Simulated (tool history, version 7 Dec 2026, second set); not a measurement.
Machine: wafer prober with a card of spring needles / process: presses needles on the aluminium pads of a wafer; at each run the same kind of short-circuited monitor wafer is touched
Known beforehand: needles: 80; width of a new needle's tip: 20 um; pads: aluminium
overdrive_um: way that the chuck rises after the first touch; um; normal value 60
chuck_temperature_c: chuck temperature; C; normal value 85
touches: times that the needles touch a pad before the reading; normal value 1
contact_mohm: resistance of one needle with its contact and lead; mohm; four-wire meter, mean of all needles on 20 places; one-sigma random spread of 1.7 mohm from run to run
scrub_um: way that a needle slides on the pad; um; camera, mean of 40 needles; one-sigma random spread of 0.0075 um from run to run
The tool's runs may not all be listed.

run	hour	overdrive_um	chuck_temperature_c	touches	contact_mohm	scrub_um
1	0.0	60	85	1	436	8.126
# hour 5.8: tips cleaned on abrasive film
2	8.9	60	85	1	576	8.064
3	16.5	56	85	1	641	7.518
4	28.0	56	85	1	647	7.514
# hour 33.1: tips cleaned on abrasive film
5	37.1	56	85	1	286	7.509
6	50.7	56	85	1	450	7.508
# hour 61.4: tips cleaned on abrasive film, once more
# hour 63.0: height of the first contact set anew
7	63.5	56	85	1	240	7.684
8	74.2	60	85	2	282	8.230
9	86.9	60	85	2	338	8.230
# hour 88.8: tips cleaned on abrasive film
10	94.7	60	85	2	248	8.220
11	109.4	60	85	2	320	8.223
# hour 116.6: tips cleaned on abrasive film
12	123.2	60	85	2	249	8.209
13	135.5	60	85	2	317	8.213
# hour 144.4: tips cleaned on abrasive film
14	149.8	60	85	2	239	8.192
15	161.6	60	85	1	395	8.200
# hour 172.0: tips cleaned on abrasive film
16	173.9	60	85	1	220	8.181
17	187.2	60	85	1	373	8.189
18	194.7	64	85	1	409	8.736
# hour 199.4: tips cleaned on abrasive film
19	210.2	53	39	1	391	7.205
20	223.1	53	39	1	533	7.217
# hour 226.5: tips cleaned on abrasive film
21	231.9	60	61	1	267	8.164
22	241.6	60	61	1	375	8.161
23	251.8	60	74	2	339	8.171
# hour 253.8: tips cleaned on abrasive film
24	265.5	66	41	1	329	8.994
25	280.2	54	41	3	315	7.320
# hour 281.5: tips cleaned on abrasive film
26	293.0	54	77	3	253	7.309
27	300.3	60	29	3	259	8.130
# hour 309.4: tips cleaned on abrasive film
28	313.7	60	29	3	198	8.123
29	325.4	43	42	3	321	5.803
30	336.0	43	54	3	374	5.788
# hour 336.7: tips cleaned on abrasive film
31	345.5	66	85	2	261	8.931
32	360.3	60	34	3	279	8.108

3 options for the next run, each taken on its own from the tool as it stands now. Forecast them:
# hour 364.7: tips cleaned on abrasive film
A	372.8	63	110	2	?	?
# hour 364.7: tips cleaned on abrasive film
B	372.8	66	34	2	?	?
# hour 364.7: tips cleaned on abrasive film
C	372.8	60	32	1	?	?

run	contact_mohm	scrub_um
A	252	8.499
B	239	8.914
C	309	8.085
The same runs, with their run-to-run variation unchanged, on a tool lacking any hidden condition would have given:
run	contact_mohm	scrub_um
A	182	8.639
B	168	9.054
C	166	8.225
